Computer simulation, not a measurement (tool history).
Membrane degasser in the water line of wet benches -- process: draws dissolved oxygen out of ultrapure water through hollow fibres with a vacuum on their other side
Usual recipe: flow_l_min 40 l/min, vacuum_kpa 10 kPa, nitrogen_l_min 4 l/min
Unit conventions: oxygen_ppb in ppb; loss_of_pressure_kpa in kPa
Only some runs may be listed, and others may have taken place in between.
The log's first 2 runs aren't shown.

| run | hour | flow_l_min | vacuum_kpa | nitrogen_l_min | oxygen_ppb | loss_of_pressure_kpa |
|---|---|---|---|---|---|---|
|  | 32.1 | vacuum gauge calibrated |
| 3 | 60.6 | 49 | 10 | 8.72 | 118.2 | 63.14 |
| 4 | 81 | 49 | 10 | 8.72 | 118 | 62.25 |
| 5 | 124.2 | 49 | 10 | 8.72 | 116.6 | 62.98 |
| 6 | 156.3 | 49 | 10 | 8.72 | 118.7 | 62.84 |
| 7 | 202.7 | 49 | 10 | 8.72 | 118.4 | 62.99 |
| 8 | 250.7 | 53 | 10 | 4 | 244.7 | 67.59 |
| 9 | 276.4 | 53 | 10 | 4 | 246.4 | 67.87 |
| 10 | 320.9 | 52 | 10 | 4 | 234.6 | 66.03 |
| 11 | 341.1 | 52 | 10 | 4 | 236.6 | 66.3 |
| 12 | 380.2 | 40 | 10.1 | 4 | 170 | 51.11 |
| 13 | 426.7 | 40 | 10.1 | 7.49 | 96.2 | 50.69 |
| 14 | 449.5 | 40 | 10.1 | 7.49 | 97 | 50.82 |
| 15 | 483 | 29 | 10 | 4 | 116.6 | 36.76 |
| 16 | 523.9 | 29 | 10 | 4 | 117.7 | 36.95 |

Estimate the outcome of run 17 from the log above:
| 17 | 566.9 | 29 | 10 | 4 | ? | ? |

{"run 17": {"oxygen_ppb": 118, "loss_of_pressure_kpa": 36.79}}
With the hidden condition absent and the run-to-run variation left alone, this run would have shown oxygen_ppb 117.9 ppb, loss_of_pressure_kpa 37.49 kPa.
